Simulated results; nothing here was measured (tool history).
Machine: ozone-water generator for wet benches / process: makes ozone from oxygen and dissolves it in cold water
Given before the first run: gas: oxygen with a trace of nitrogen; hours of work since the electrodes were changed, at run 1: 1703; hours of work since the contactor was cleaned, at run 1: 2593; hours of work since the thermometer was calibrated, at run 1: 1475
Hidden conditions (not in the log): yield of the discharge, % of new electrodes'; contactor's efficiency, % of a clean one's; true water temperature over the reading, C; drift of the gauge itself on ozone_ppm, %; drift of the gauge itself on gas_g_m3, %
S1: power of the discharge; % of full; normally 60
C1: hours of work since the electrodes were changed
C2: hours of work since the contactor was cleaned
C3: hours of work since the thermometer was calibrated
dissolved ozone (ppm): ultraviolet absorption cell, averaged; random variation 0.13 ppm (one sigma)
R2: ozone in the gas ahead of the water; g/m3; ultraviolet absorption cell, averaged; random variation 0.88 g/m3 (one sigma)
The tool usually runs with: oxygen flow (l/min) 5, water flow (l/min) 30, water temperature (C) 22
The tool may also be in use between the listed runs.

run 1 hour=0 | S1=60 oxygen_flow_(l/min)=5 water_flow_(l/min)=30 water_temperature_(C)=22 | C1=1703 C2=2593 C3=1475 | dissolved_ozone_(ppm)=12.7 R2=144.9
run 2 hour=21.2 | S1=60 oxygen_flow_(l/min)=5 water_flow_(l/min)=30 water_temperature_(C)=22 | C1=1724 C2=2614 C3=1496 | dissolved_ozone_(ppm)=12.9 R2=145
run 3 hour=42.7 | S1=60 oxygen_flow_(l/min)=5 water_flow_(l/min)=30 water_temperature_(C)=22 | C1=1746 C2=2636 C3=1518 | dissolved_ozone_(ppm)=13 R2=145.3
run 4 hour=79.1 | S1=60 oxygen_flow_(l/min)=5 water_flow_(l/min)=41 water_temperature_(C)=22 | C1=1782 C2=2672 C3=1554 | dissolved_ozone_(ppm)=9.6 R2=144.5
run 5 hour=123.6 | S1=60 oxygen_flow_(l/min)=5 water_flow_(l/min)=21 water_temperature_(C)=22 | C1=1827 C2=2717 C3=1598 | dissolved_ozone_(ppm)=16.8 R2=143.8
run 6 hour=146.6 | S1=60 oxygen_flow_(l/min)=5 water_flow_(l/min)=30 water_temperature_(C)=22 | C1=1849 C2=2739 C3=1621 | dissolved_ozone_(ppm)=12.5 R2=144.5
run 7 hour=184.5 | S1=60 oxygen_flow_(l/min)=5 water_flow_(l/min)=30 water_temperature_(C)=22 | C1=1887 C2=2777 C3=1659 | dissolved_ozone_(ppm)=12.9 R2=144.4
run 8 hour=219.6 | S1=60 oxygen_flow_(l/min)=5 water_flow_(l/min)=30 water_temperature_(C)=22 | C1=1922 C2=2812 C3=1694 | dissolved_ozone_(ppm)=12.8 R2=144.8
run 9 hour=245.6 | S1=60 oxygen_flow_(l/min)=5 water_flow_(l/min)=30 water_temperature_(C)=22 | C1=1948 C2=2838 C3=1720 | dissolved_ozone_(ppm)=12.7 R2=145.5
run 10 hour=268 | S1=60 oxygen_flow_(l/min)=3.65 water_flow_(l/min)=24 water_temperature_(C)=22 | C1=1971 C2=2861 C3=1742 | dissolved_ozone_(ppm)=14.9 R2=169.6
run 11 hour=288.6 | S1=60 oxygen_flow_(l/min)=3.65 water_flow_(l/min)=24 water_temperature_(C)=22 | C1=1991 C2=2881 C3=1763 | dissolved_ozone_(ppm)=14.5 R2=170.4
run 12 hour=318.2 | S1=60 oxygen_flow_(l/min)=5 water_flow_(l/min)=33 water_temperature_(C)=16 | C1=2021 C2=2911 C3=1792 | dissolved_ozone_(ppm)=12.6 R2=144.9
run 13 hour=338.3 | S1=47 oxygen_flow_(l/min)=5 water_flow_(l/min)=37 water_temperature_(C)=22 | C1=2041 C2=2931 C3=1812 | dissolved_ozone_(ppm)=9 R2=120.4
run 14 hour=384.9 | S1=47 oxygen_flow_(l/min)=5 water_flow_(l/min)=37 water_temperature_(C)=22 | C1=2087 C2=2977 C3=1859 | dissolved_ozone_(ppm)=8.8 R2=121.5
run 15 hour=432.7 | S1=88 oxygen_flow_(l/min)=2.89 water_flow_(l/min)=37 water_temperature_(C)=19 | C1=2135 C2=3025 C3=1907 | dissolved_ozone_(ppm)=13 R2=257.4
run 16 hour=458.9 | S1=60 oxygen_flow_(l/min)=3.31 water_flow_(l/min)=30 water_temperature_(C)=14 | C1=2161 C2=3051 C3=1933 | dissolved_ozone_(ppm)=12.9 R2=181.2
run 17 hour=481.4 | S1=60 oxygen_flow_(l/min)=3.31 water_flow_(l/min)=30 water_temperature_(C)=14 | C1=2183 C2=3073 C3=1955 | dissolved_ozone_(ppm)=12.7 R2=179.9

5 ways to go on from here, each from the tool as it stands after run 17. What would each give?
run A hour=523.8 | S1=60 oxygen_flow_(l/min)=5 water_flow_(l/min)=38 water_temperature_(C)=22 | C1=2226 C2=3116 C3=1997 | dissolved_ozone_(ppm)=? R2=?
run B hour=523.8 | S1=60 oxygen_flow_(l/min)=4.04 water_flow_(l/min)=30 water_temperature_(C)=14 | C1=2226 C2=3116 C3=1997 | dissolved_ozone_(ppm)=? R2=?
run C hour=523.8 | S1=56 oxygen_flow_(l/min)=5 water_flow_(l/min)=30 water_temperature_(C)=22 | C1=2226 C2=3116 C3=1997 | dissolved_ozone_(ppm)=? R2=?
run D hour=523.8 | S1=81 oxygen_flow_(l/min)=3.31 water_flow_(l/min)=30 water_temperature_(C)=14 | C1=2226 C2=3116 C3=1997 | dissolved_ozone_(ppm)=? R2=?
run E hour=523.8 | S1=66 oxygen_flow_(l/min)=3.31 water_flow_(l/min)=20 water_temperature_(C)=20 | C1=2226 C2=3116 C3=1997 | dissolved_ozone_(ppm)=? R2=?

run=A dissolved_ozone_(ppm)=10.2 R2=145.1
run=B dissolved_ozone_(ppm)=13.3 R2=162.2
run=C dissolved_ozone_(ppm)=12 R2=138.4
run=D dissolved_ozone_(ppm)=15.9 R2=225.7
run=E dissolved_ozone_(ppm)=18.4 R2=194.8
What these runs would have given with no unlogged condition in the tool:
run=A dissolved_ozone_(ppm)=10.2 R2=145.1
run=B dissolved_ozone_(ppm)=13.3 R2=162.2
run=C dissolved_ozone_(ppm)=12 R2=138.4
run=D dissolved_ozone_(ppm)=15.9 R2=225.8
run=E dissolved_ozone_(ppm)=18.4 R2=194.9

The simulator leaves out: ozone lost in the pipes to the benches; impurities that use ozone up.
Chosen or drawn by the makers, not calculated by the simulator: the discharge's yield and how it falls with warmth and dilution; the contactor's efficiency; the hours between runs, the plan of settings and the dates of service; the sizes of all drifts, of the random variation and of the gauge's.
